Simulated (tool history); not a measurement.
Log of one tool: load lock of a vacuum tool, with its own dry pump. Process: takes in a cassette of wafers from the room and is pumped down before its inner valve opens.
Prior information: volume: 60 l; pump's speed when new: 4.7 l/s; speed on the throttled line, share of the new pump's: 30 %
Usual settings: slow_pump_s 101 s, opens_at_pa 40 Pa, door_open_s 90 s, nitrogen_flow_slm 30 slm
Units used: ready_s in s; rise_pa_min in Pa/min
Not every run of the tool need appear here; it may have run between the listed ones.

run      day  slow_pump_s  opens_at_pa  door_open_s  nitrogen_flow_slm  incoming humidity of the room's air, %  ready_s  rise_pa_min
  1        0          101           40           90                 30                                    45.3    174.3         0.24
  2    4.162          101           40           90                 30                                    45.4      174        0.252
  3   10.075          101           40           90                 30                                    42.6    175.1        0.255
  4    16.25          101           46           90                 30                                    49.5    170.8        0.268
  5   19.846          101           46           90                 30                                    46.5    171.8        0.282
  6   25.296          101           46           90                 30                                    45.4    172.9        0.283
  7   31.183           63           40           90                 30                                    46.8    147.3         0.29
  8   35.383           63           40           28                 30                                    44.4    148.8        0.289
  9    40.75           63           40           28                 30                                    47.9    148.4        0.293
 10   44.217          101           40           90                 30                                    45.2    174.9        0.311
 11   49.492          101           40           90                 30                                    43.9    175.1        0.331
 12   53.988          101           40           90                 30                                      45    175.1        0.335
 13   58.783          101           40           90                 30                                    44.1    173.2        0.346
 14   62.021          101           40           68                 30                                    43.3    176.1        0.345
 15   66.254          101           40           68                 30                                    43.2    173.4        0.353
 16   69.933          101           61           70                 30                                    48.2    168.1        0.365
 17   75.646          179           30           70                 12                                    42.3    235.5        0.386
 18   79.108           51           47           46                 23                                    42.7    138.3        0.373
 19   84.954           51           47           46                  5                                    42.7    138.8        0.407
 20   89.042           72           47           46                  5                                      45    152.5        0.409
 21   94.462           72           47           46                  5                                    43.8    153.4        0.413
 22  100.733          140           47           46                  9                                    47.2    200.5        0.433
 23  107.138          101           59           39                 30                                    43.2    170.1        0.427
     107.679  -- door's seal changed, seat wiped
 24  113.871           88           62           63                  5                                    43.1      160        0.055
 25  119.354           88           62           63                  5                                    45.9    159.9        0.053
 26  123.542           60           73           71                 16                                    44.1    139.6        0.055
 27  128.225           73           37           90                 30                                    49.4    158.1        0.048
 28    131.2          101           40           88                  9                                    45.8    175.7         0.07
 29  135.079          159           78          108                 21                                    47.2    205.5         0.06

5 options for the next run, each taken on its own from the tool as it stands now. Forecast them:
  A  138.875           64           40           71                 30                                      45        ?            ?
  B  138.875          105           40           90                 30                                    39.8        ?            ?
  C  138.875          190           40          147                 18                                    48.7        ?            ?
  D  138.875          101           57           90                 30                                      44        ?            ?
  E  138.875           74           40           49                 30                                    46.1        ?            ?

run  ready_s  rise_pa_min
  A    149.4        0.051
  B    178.1        0.045
  C    237.4        0.076
  D    172.2        0.052
  E      157        0.044
With the hidden condition removed and each run's random variation left untouched, the same runs would have given:
run  ready_s  rise_pa_min
  A    143.5        0.036
  B    172.8         0.03
  C    234.1        0.061
  D    167.3        0.037
  E    151.3        0.029

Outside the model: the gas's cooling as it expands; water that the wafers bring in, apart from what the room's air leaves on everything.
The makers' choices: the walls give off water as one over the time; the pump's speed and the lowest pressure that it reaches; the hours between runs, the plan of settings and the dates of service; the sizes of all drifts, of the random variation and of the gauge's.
